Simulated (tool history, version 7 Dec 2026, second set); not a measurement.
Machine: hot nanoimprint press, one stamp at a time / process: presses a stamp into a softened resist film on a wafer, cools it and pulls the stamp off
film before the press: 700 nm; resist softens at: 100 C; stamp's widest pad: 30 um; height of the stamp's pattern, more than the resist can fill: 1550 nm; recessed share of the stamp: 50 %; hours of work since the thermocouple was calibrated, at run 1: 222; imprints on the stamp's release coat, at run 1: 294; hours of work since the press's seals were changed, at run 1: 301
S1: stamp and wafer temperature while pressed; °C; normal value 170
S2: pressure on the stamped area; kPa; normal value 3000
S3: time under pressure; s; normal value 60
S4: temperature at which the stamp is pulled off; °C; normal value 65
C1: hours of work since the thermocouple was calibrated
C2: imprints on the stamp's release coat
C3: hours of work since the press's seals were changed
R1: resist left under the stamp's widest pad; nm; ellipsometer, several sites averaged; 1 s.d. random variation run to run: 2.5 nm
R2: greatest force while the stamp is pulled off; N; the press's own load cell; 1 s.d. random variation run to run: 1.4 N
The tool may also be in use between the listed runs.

{"run": 1, "day": 0.0, "S1": 170, "S2": 3000, "S3": 60, "S4": 65, "C1": 222, "C2": 294, "C3": 301, "R1": 397.1, "R2": 226}
{"run": 2, "day": 0.792, "S1": 170, "S2": 3000, "S3": 37, "S4": 65, "C1": 236, "C2": 379, "C3": 314, "R1": 460.4, "R2": 229}
{"run": 3, "day": 1.971, "S1": 170, "S2": 2830, "S3": 37, "S4": 65, "C1": 255, "C2": 506, "C3": 334, "R1": 469.8, "R2": 231}
{"run": 4, "day": 2.588, "S1": 170, "S2": 2830, "S3": 37, "S4": 65, "C1": 266, "C2": 573, "C3": 344, "R1": 462.2, "R2": 233}
{"day": 2.804, "done": "plate thermocouple calibrated"}
{"run": 5, "day": 3.904, "S1": 170, "S2": 2530, "S3": 37, "S4": 65, "C1": 18, "C2": 701, "C3": 364, "R1": 468.1, "R2": 230}
{"run": 6, "day": 4.762, "S1": 170, "S2": 2530, "S3": 37, "S4": 65, "C1": 33, "C2": 794, "C3": 379, "R1": 463.6, "R2": 231}
{"run": 7, "day": 6.021, "S1": 170, "S2": 2530, "S3": 37, "S4": 65, "C1": 54, "C2": 930, "C3": 400, "R1": 462.9, "R2": 234}
{"day": 7.362, "done": "plate thermocouple calibrated, once more"}
{"run": 8, "day": 7.362, "S1": 170, "S2": 2910, "S3": 97, "S4": 73, "C1": 0, "C2": 1061, "C3": 421, "R1": 353.5, "R2": 205}
{"run": 9, "day": 8.062, "S1": 170, "S2": 2910, "S3": 97, "S4": 60, "C1": 12, "C2": 1137, "C3": 432, "R1": 354.5, "R2": 277}
{"run": 10, "day": 8.842, "S1": 170, "S2": 2910, "S3": 97, "S4": 60, "C1": 25, "C2": 1220, "C3": 445, "R1": 354.7, "R2": 280}
{"day": 9.496, "done": "stamp cleaned and given a new release coat"}
{"run": 11, "day": 10.179, "S1": 170, "S2": 4690, "S3": 35, "S4": 73, "C1": 43, "C2": 74, "C3": 464, "R1": 424.4, "R2": 188}

What would each run have given without the hidden state, its run-to-run variation left as it was?
Unlogged tool condition in this case: true temperature over the reading, C; pressure that arrives at the usual setting, %; grip of the stamp's worn release coat, % over a new coat's; drift of the gauge itself on residual_nm, %; drift of the gauge itself on pull_off_n, %.
run=1 R1=413.6 R2=226
run=2 R1=477.3 R2=227
run=3 R1=488.2 R2=228
run=4 R1=481.1 R2=228
run=5 R1=503.3 R2=228
run=6 R1=499.5 R2=228
run=7 R1=500.6 R2=229
run=8 R1=353.7 R2=189
run=9 R1=355.7 R2=255
run=10 R1=356.9 R2=255
run=11 R1=425.8 R2=189
